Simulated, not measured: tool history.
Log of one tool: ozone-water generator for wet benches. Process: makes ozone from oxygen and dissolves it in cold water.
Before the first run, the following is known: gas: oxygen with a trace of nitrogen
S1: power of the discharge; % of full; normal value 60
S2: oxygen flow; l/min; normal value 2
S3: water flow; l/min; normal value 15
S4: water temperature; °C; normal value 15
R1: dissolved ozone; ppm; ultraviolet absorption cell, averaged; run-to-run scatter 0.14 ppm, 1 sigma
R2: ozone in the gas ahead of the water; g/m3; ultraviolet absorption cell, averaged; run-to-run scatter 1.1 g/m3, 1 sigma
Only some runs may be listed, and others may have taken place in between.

run 1 day=0 | S1=60 S2=2 S3=15 S4=15 | R1=16.5 R2=202.1
run 2 day=3.408 | S1=60 S2=2 S3=15 S4=15 | R1=16.2 R2=202.1
run 3 day=5.771 | S1=60 S2=2 S3=15 S4=15 | R1=16.4 R2=201.3
run 4 day=7.667 | S1=60 S2=2 S3=14 S4=15 | R1=17.1 R2=200.9
run 5 day=9.642 | S1=48 S2=2 S3=14 S4=15 | R1=14 R2=165.3
run 6 day=13.188 | S1=48 S2=2 S3=14 S4=15 | R1=14.1 R2=165.3
run 7 day=16.879 | S1=48 S2=2 S3=14 S4=15 | R1=13.9 R2=166.4
run 8 day=18.942 | S1=48 S2=2 S3=14 S4=15 | R1=14.1 R2=166.8
run 9 day=21.067 | S1=48 S2=2 S3=14 S4=15 | R1=14.1 R2=167.4
run 10 day=23.129 | S1=48 S2=2 S3=14 S4=15 | R1=14.2 R2=165.9
run 11 day=26.321 | S1=60 S2=2 S3=15 S4=15 | R1=16.4 R2=202.7
run 12 day=28.292 | S1=60 S2=2 S3=15 S4=15 | R1=16.3 R2=203
run 13 day=30.079 | S1=60 S2=2 S3=15 S4=15 | R1=16.4 R2=201.4
run 14 day=32.642 | S1=60 S2=2 S3=15 S4=15 | R1=16.6 R2=199.7
run 15 day=36.346 | S1=60 S2=2 S3=15 S4=15 | R1=16.4 R2=203.6
run 16 day=39.479 | S1=79 S2=2.59 S3=12 S4=10 | R1=28.4 R2=235.3
run 17 day=41.779 | S1=79 S2=2.59 S3=12 S4=10 | R1=28.5 R2=233.4
run 18 day=45.717 | S1=83 S2=1.66 S3=12 S4=18 | R1=23.6 R2=283.7
run 19 day=47.638 | S1=43 S2=2.93 S3=17 S4=9 | R1=13.6 R2=134.5
run 20 day=51.662 | S1=98 S2=2 S3=12 S4=12 | R1=31.1 R2=311.8
run 21 day=55.012 | S1=98 S2=2 S3=12 S4=12 | R1=31 R2=314.6
run 22 day=57.238 | S1=98 S2=2 S3=12 S4=12 | R1=31.2 R2=309.1
run 23 day=59.45 | S1=83 S2=2.73 S3=15 S4=15 | R1=24.2 R2=244.1
run 24 day=61.771 | S1=83 S2=2.73 S3=15 S4=15 | R1=24 R2=243.9
run 25 day=65.538 | S1=60 S2=2 S3=18 S4=12 | R1=14.4 R2=203.6
run 26 day=69.054 | S1=47 S2=2 S3=15 S4=15 | R1=13.2 R2=164.1
run 27 day=71.083 | S1=47 S2=2 S3=15 S4=15 | R1=13.1 R2=164.4
run 28 day=73.475 | S1=47 S2=1.7 S3=15 S4=9 | R1=12.8 R2=172.3

Removed from this log: 1 entry logged between the listed runs. Between which two listed runs does each belong, and how does the tool's hidden state at the listed run before it compare with that at the listed run after it?
Logged between run 16 and run 17: contactor cleaned (day 41.033)
  contactor's efficiency, % of a clean one's: 99.8 -> 100
